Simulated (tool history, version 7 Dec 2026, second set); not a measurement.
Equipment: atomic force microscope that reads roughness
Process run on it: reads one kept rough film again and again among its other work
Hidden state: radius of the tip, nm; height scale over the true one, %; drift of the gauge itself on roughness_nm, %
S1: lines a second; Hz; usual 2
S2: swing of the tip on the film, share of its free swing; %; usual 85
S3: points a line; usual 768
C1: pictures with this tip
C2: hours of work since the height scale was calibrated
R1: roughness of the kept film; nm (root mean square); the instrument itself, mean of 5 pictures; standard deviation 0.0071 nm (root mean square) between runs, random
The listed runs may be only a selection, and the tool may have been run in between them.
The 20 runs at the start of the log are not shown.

| run | hour | S1 | S2 | S3 | C1 | C2 | R1 |
|---|---|---|---|---|---|---|---|
| 21 | 639.6 | 2.15 | 64 | 294 | 63 | 957 | 1.629 |
|  | 644.2 | height scale calibrated on a step standard |
| 22 | 667.8 | 1.75 | 85 | 768 | 102 | 15 | 1.404 |
|  | 687 | new tip fitted |
| 23 | 697.7 | 1.75 | 85 | 768 | 16 | 35 | 1.479 |
| 24 | 738.4 | 1.41 | 61 | 282 | 74 | 61 | 1.671 |
|  | 779.3 | new tip fitted |
| 25 | 784.8 | 1.48 | 79 | 345 | 7 | 91 | 1.59 |
| 26 | 824.7 | 1.35 | 79 | 865 | 65 | 117 | 1.545 |
|  | 858 | height scale calibrated on a step standard, once more |
|  | 870.4 | new tip fitted |
| 27 | 870.4 | 2.42 | 71 | 616 | 0 | 8 | 1.605 |
| 28 | 901.9 | 2.42 | 56 | 616 | 45 | 28 | 1.723 |
| 29 | 940.8 | 2.42 | 56 | 616 | 101 | 54 | 1.676 |
|  | 960.1 | new tip fitted |
| 30 | 967 | 2.19 | 86 | 616 | 10 | 70 | 1.411 |
| 31 | 989.7 | 3.25 | 86 | 383 | 43 | 85 | 1.227 |
| 32 | 1024.9 | 3.25 | 86 | 383 | 94 | 108 | 1.191 |
|  | 1051.5 | new tip fitted |
| 33 | 1058.9 | 1.34 | 85 | 276 | 11 | 130 | 1.534 |

Alternative continuations, all from the tool just after run 33; predict every row:
| A | 1089.6 | 0.63 | 72 | 428 | 55 | 150 | ? |
| B | 1089.6 | 0.97 | 66 | 477 | 55 | 150 | ? |
| C | 1089.6 | 2.49 | 61 | 263 | 55 | 150 | ? |
| D | 1089.6 | 1.34 | 85 | 742 | 55 | 150 | ? |
| E | 1089.6 | 0.56 | 85 | 296 | 55 | 150 | ? |

| run | R1 |
|---|---|
| A | 1.724 |
| B | 1.737 |
| C | 1.638 |
| D | 1.526 |
| E | 1.67 |
The same runs, with their run-to-run variation unchanged, on a tool lacking any hidden condition would have given:
| run | R1 |
|---|---|
| A | 1.79 |
| B | 1.802 |
| C | 1.699 |
| D | 1.583 |
| E | 1.733 |

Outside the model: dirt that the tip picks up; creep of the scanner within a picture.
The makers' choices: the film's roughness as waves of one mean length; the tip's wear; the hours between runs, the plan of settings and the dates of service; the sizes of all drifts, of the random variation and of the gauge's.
